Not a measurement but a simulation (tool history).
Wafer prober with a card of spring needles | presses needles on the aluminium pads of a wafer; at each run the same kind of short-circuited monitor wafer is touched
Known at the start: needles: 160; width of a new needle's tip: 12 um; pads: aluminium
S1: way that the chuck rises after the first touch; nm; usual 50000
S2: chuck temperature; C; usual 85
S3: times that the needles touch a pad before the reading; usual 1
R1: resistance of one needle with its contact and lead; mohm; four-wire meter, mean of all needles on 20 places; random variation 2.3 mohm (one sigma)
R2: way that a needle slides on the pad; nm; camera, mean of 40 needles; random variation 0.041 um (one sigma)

run	hour	S1	S2	S3	R1	R2
1	0.0	50000	85	1	250	12880
# hour 9.0: tips cleaned on abrasive film
2	21.9	50000	85	2	251	12820
# hour 23.5: tips cleaned on abrasive film
# hour 38.0: tips cleaned on abrasive film
3	38.0	43000	85	1	257	11080
# hour 52.9: tips cleaned on abrasive film
4	53.3	43000	85	1	258	10990
# hour 64.9: height of the first contact set anew
# hour 68.3: tips cleaned on abrasive film
5	72.5	43000	85	1	257	11010
# hour 82.5: tips cleaned on abrasive film
6	94.4	43000	85	1	258	10970
# hour 96.7: tips cleaned on abrasive film
# hour 112.4: tips cleaned on abrasive film
7	115.0	43000	85	1	260	11020
# hour 127.5: tips cleaned on abrasive film
8	137.3	43000	85	1	260	10990
# hour 142.1: tips cleaned on abrasive film
9	152.8	43000	85	1	258	10940
# hour 157.4: tips cleaned on abrasive film
# hour 172.4: tips cleaned on abrasive film
10	178.8	43000	85	1	257	10950
# hour 186.9: tips cleaned on abrasive film
11	199.2	50000	30	1	238	12630
# hour 202.3: tips cleaned on abrasive film
# hour 217.9: tips cleaned on abrasive film
12	218.4	40000	85	1	264	10130
# hour 232.4: tips cleaned on abrasive film
13	232.4	40000	85	1	261	10120
# hour 246.6: tips cleaned on abrasive film
14	252.8	50000	85	2	254	12620
# hour 261.7: tips cleaned on abrasive film
15	273.8	50000	85	2	251	12610
# hour 276.2: tips cleaned on abrasive film
# hour 291.6: tips cleaned on abrasive film
16	294.4	50000	85	1	255	12530
# hour 306.0: tips cleaned on abrasive film
17	312.4	50000	110	2	261	12600
# hour 322.4: tips cleaned on abrasive film
18	330.7	47000	49	2	243	11810
# hour 338.5: tips cleaned on abrasive film
# hour 353.2: tips cleaned on abrasive film
19	353.2	47000	49	2	243	11820
# hour 369.0: tips cleaned on abrasive film
# hour 370.9: height of the first contact set anew
20	372.9	51000	85	1	254	12720
# hour 384.8: gauge calibrated
# hour 384.9: tips cleaned on abrasive film
# hour 399.1: tips cleaned on abrasive film
21	399.1	33000	30	3	247	8480
# hour 414.7: tips cleaned on abrasive film
22	416.4	41000	52	2	250	10560
# hour 429.4: tips cleaned on abrasive film
23	437.6	39000	56	1	253	10040
# hour 443.6: tips cleaned on abrasive film
# hour 458.2: tips cleaned on abrasive film
24	462.2	50000	85	2	248	12820
# hour 473.8: tips cleaned on abrasive film
25	481.6	50000	66	1	247	12770
# hour 488.4: tips cleaned on abrasive film
26	498.0	58000	68	1	247	14790
# hour 503.8: tips cleaned on abrasive film
27	517.6	58000	68	1	241	14720
# hour 519.5: tips cleaned on abrasive film
# hour 535.9: tips cleaned on abrasive film
28	542.0	58000	35	2	235	14720
# hour 550.4: tips cleaned on abrasive film
29	554.8	58000	115	1	253	14660
# hour 564.9: tips cleaned on abrasive film
30	572.4	37000	115	1	278	9420
# hour 580.2: tips cleaned on abrasive film
# hour 594.8: tips cleaned on abrasive film
31	594.8	50000	85	2	250	12640

Forecast each of these 3 alternatives for the next run:
# hour 610.1: tips cleaned on abrasive film
A	615.2	33000	85	2	?	?
# hour 610.1: tips cleaned on abrasive film
B	615.2	68000	75	2	?	?
# hour 610.1: tips cleaned on abrasive film
C	615.2	50000	101	1	?	?

run	R1	R2
A	274	8350
B	241	17140
C	259	12640
Without the tool's hidden state the same runs would have given:
run	R1	R2
A	274	8490
B	241	17410
C	259	12840

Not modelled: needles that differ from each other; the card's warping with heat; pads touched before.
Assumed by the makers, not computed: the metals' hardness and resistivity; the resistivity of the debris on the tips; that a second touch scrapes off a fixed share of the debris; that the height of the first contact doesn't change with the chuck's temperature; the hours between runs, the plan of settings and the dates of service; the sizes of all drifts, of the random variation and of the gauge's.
